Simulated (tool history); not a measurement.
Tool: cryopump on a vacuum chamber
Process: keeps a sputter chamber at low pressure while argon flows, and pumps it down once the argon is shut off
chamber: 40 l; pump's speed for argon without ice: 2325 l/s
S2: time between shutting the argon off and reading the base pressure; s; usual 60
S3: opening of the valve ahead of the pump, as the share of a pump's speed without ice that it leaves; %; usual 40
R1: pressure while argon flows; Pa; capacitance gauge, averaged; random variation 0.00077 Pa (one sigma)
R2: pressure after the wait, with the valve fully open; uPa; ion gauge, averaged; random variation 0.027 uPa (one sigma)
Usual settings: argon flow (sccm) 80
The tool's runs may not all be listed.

run 1 day=0.000 | argon_flow_(sccm)=80 S2=60 S3=40 | R1=0.1462 R2=1.60
run 2 day=3.258 | argon_flow_(sccm)=80 S2=60 S3=23 | R1=0.2567 R2=1.73
run 3 day=6.250 | argon_flow_(sccm)=80 S2=60 S3=23 | R1=0.2560 R2=1.73
run 4 day=9.625 | argon_flow_(sccm)=80 S2=32 S3=40 | R1=0.1500 R2=2.77
run 5 day=12.346 | argon_flow_(sccm)=80 S2=32 S3=40 | R1=0.1524 R2=2.72
run 6 day=16.388 | argon_flow_(sccm)=80 S2=32 S3=40 | R1=0.1548 R2=2.77
run 7 day=20.029 | argon_flow_(sccm)=112 S2=60 S3=40 | R1=0.2062 R2=1.80
run 8 day=23.146 | argon_flow_(sccm)=80 S2=60 S3=30 | R1=0.1977 R2=1.85
run 9 day=27.475 | argon_flow_(sccm)=80 S2=60 S3=30 | R1=0.1999 R2=1.88
run 10 day=29.492 | argon_flow_(sccm)=80 S2=60 S3=40 | R1=0.1531 R2=1.98
run 11 day=31.383 | argon_flow_(sccm)=80 S2=60 S3=25 | R1=0.2418 R2=1.95
run 12 day=35.554 | argon_flow_(sccm)=80 S2=60 S3=40 | R1=0.1573 R2=1.99
run 13 day=39.442 | argon_flow_(sccm)=80 S2=60 S3=40 | R1=0.1483 R2=1.90
run 14 day=41.979 | argon_flow_(sccm)=80 S2=165 S3=40 | R1=0.1470 R2=1.28
run 15 day=43.871 | argon_flow_(sccm)=47 S2=60 S3=40 | R1=0.0881 R2=1.98
run 16 day=48.429 | argon_flow_(sccm)=47 S2=60 S3=40 | R1=0.0892 R2=2.06
run 17 day=51.208 | argon_flow_(sccm)=80 S2=60 S3=43 | R1=0.1442 R2=2.12
run 18 day=55.750 | argon_flow_(sccm)=80 S2=60 S3=43 | R1=0.1367 R2=2.01
run 19 day=58.421 | argon_flow_(sccm)=80 S2=60 S3=47 | R1=0.1253 R2=2.02
run 20 day=62.788 | argon_flow_(sccm)=80 S2=101 S3=47 | R1=0.1280 R2=1.73
run 21 day=66.129 | argon_flow_(sccm)=80 S2=101 S3=47 | R1=0.1307 R2=1.78
run 22 day=69.929 | argon_flow_(sccm)=80 S2=101 S3=47 | R1=0.1321 R2=1.80
run 23 day=73.900 | argon_flow_(sccm)=80 S2=101 S3=47 | R1=0.1351 R2=1.88
run 24 day=78.696 | argon_flow_(sccm)=84 S2=60 S3=35 | R1=0.1769 R2=1.28
run 25 day=80.667 | argon_flow_(sccm)=80 S2=208 S3=24 | R1=0.2489 R2=0.51
run 26 day=84.117 | argon_flow_(sccm)=73 S2=43 S3=17 | R1=0.3187 R2=1.74
run 27 day=87.004 | argon_flow_(sccm)=73 S2=43 S3=17 | R1=0.3175 R2=1.76
run 28 day=89.979 | argon_flow_(sccm)=60 S2=82 S3=21 | R1=0.2136 R2=1.08
run 29 day=94.642 | argon_flow_(sccm)=60 S2=82 S3=21 | R1=0.2090 R2=1.09
run 30 day=96.579 | argon_flow_(sccm)=110 S2=27 S3=40 | R1=0.2033 R2=2.65
run 31 day=98.512 | argon_flow_(sccm)=80 S2=98 S3=40 | R1=0.1498 R2=0.98
run 32 day=100.488 | argon_flow_(sccm)=80 S2=98 S3=40 | R1=0.1512 R2=1.04
run 33 day=103.604 | argon_flow_(sccm)=52 S2=280 S3=22 | R1=0.1772 R2=0.60

Taken out of this log: 6 entries between the listed runs. Where each belongs, and how the hidden state differs across it:
Between runs 6 and 7: pump warmed up, emptied and cooled again (day 17.721)
  pump's speed, % of a pump's without ice: 86.2 -> 97.1; cold plate's temperature, K: 12.59 -> 12.61; leak into the chamber, uPa l/s: 1587 -> 1640
  measured less the result without the state, R1: +0.0101 -> +0.0034 Pa; R2: +0.67 -> +0.62 uPa
Between runs 12 and 13: pump warmed up, emptied and cooled again (day 36.575)
  pump's speed, % of a pump's without ice: 85.7 -> 97.6; cold plate's temperature, K: 12.74 -> 12.76; leak into the chamber, uPa l/s: 1853 -> 1906
  measured less the result without the state, R1: +0.0108 -> +0.0024 Pa; R2: +0.81 -> +0.71 uPa
Between runs 17 and 18: pump warmed up, emptied and cooled again (day 55.538)
  pump's speed, % of a pump's without ice: 88.9 -> 99.3; cold plate's temperature, K: 12.85 -> 12.89; leak into the chamber, uPa l/s: 2072 -> 2130
  measured less the result without the state, R1: +0.0084 -> +0.0015 Pa; R2: +0.91 -> +0.82 uPa
Between runs 23 and 24: pump warmed up, emptied and cooled again (day 74.525); leaking fittings of the chamber tightened, without venting (day 76.925)
  pump's speed, % of a pump's without ice: 85.9 -> 96.7; cold plate's temperature, K: 13.02 -> 13.05; leak into the chamber, uPa l/s: 2378 -> 450
  measured less the result without the state, R1: +0.0110 -> +0.0034 Pa; R2: +1.10 -> +0.08 uPa
Between runs 28 and 29: pump warmed up, emptied and cooled again (day 93.212)
  pump's speed, % of a pump's without ice: 88.6 -> 98.7; cold plate's temperature, K: 13.13 -> 13.17; leak into the chamber, uPa l/s: 605 -> 671
  measured less the result without the state, R1: +0.0068 -> +0.0016 Pa; R2: +0.17 -> +0.17 uPa
